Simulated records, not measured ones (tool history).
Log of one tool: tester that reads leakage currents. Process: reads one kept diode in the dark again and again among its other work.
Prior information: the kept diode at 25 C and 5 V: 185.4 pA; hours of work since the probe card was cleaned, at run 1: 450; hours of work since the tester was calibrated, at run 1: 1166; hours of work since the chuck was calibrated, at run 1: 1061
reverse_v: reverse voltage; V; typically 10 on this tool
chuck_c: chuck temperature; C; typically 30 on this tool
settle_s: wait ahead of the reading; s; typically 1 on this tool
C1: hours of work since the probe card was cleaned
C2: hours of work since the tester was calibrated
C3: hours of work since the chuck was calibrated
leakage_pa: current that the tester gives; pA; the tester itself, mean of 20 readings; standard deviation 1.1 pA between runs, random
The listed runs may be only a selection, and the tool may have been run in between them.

Run 1, hour 0: usual settings; C1 450; C2 1166; C3 1061. Result: leakage_pa 325.4 pA.
Run 2, hour 111.1: usual settings; C1 514; C2 1231; C3 1125. Result: leakage_pa 322.34 pA.
At hour 161.1: chuck's temperature calibrated.
Run 3, hour 272.7: usual settings; C1 607; C2 1324; C3 65. Result: leakage_pa 360.37 pA.
Run 4, hour 359.9: usual settings; C1 658; C2 1375; C3 116. Result: leakage_pa 360.73 pA.
Run 5, hour 507.2: usual settings; C1 744; C2 1460; C3 202. Result: leakage_pa 357.3 pA.
Run 6, hour 671.4: usual settings but settle_s 0.8 s; C1 840; C2 1556; C3 297. Result: leakage_pa 352.41 pA.
At hour 681.9: probe card cleaned and baked.
Run 7, hour 787.4: usual settings but chuck_c 29 C, settle_s 0.51 s; C1 61; C2 1622; C3 363. Result: leakage_pa 327.83 pA.
Run 8, hour 871: usual settings but chuck_c 28 C, settle_s 0.52 s; C1 110; C2 1671; C3 412. Result: leakage_pa 298.49 pA.
Run 9, hour 1038.9: usual settings but reverse_v 1.4 V, chuck_c 20 C, settle_s 2.12 s; C1 208; C2 1768; C3 510. Result: leakage_pa 69.2 pA.

Predict the results of run 10:
At hour 1056.4: probe card cleaned and baked, once more.
Run 10, hour 1202.9: usual settings but reverse_v 15.8 V, chuck_c 36 C, settle_s 3.89 s; C1 85; C2 1862; C3 603. Result: leakage_pa ?.

{"run 10": {"leakage_pa": 647.53}}
Take away the tool's hidden state, keep the run-to-run variation as it was, and the same run would have given leakage_pa 702.59 pA.
